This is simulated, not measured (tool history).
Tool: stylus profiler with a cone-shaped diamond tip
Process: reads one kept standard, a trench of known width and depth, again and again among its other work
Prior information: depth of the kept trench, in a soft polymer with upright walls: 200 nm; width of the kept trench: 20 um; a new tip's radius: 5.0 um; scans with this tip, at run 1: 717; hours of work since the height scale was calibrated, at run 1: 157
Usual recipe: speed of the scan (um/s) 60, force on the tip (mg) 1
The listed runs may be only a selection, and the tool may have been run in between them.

| run | hour | speed of the scan (um/s) | force on the tip (mg) | scans with this tip | hours of work since the height scale was calibrated | depth of the trench (nm) | width of the trench's floor (um) |
|---|---|---|---|---|---|---|---|
| 1 | 0 | 60 | 1 | 717 | 157 | 201.73 | 16.73 |
| 2 | 9.2 | 60 | 1 | 737 | 162 | 201.59 | 16.8 |
| 3 | 23.9 | 60 | 1 | 770 | 169 | 201.58 | 16.73 |
| 4 | 31.1 | 60 | 1.85 | 785 | 172 | 202.57 | 16.85 |
| 5 | 45.6 | 230 | 1.85 | 817 | 179 | 202.55 | 15.87 |
| 6 | 52.5 | 60 | 0.93 | 832 | 182 | 201.54 | 16.67 |
| 7 | 60.6 | 230 | 1 | 850 | 186 | 201.6 | 15.42 |
| 8 | 76.6 | 230 | 1 | 885 | 194 | 201.55 | 15.46 |
| 9 | 85.7 | 230 | 1 | 905 | 198 | 201.54 | 15.39 |
| 10 | 101.9 | 230 | 1 | 940 | 206 | 201.6 | 15.45 |
| 11 | 111.6 | 230 | 1 | 961 | 211 | 201.67 | 15.35 |

What will run 12 give?
| 12 | 123.6 | 230 | 1 | 988 | 216 | ? | ? |

depth of the trench (nm): 201.63
width of the trench's floor (um): 15.4
Without the tool's hidden state the same run would have given depth of the trench (nm) 201.8, width of the trench's floor (um) 15.42.
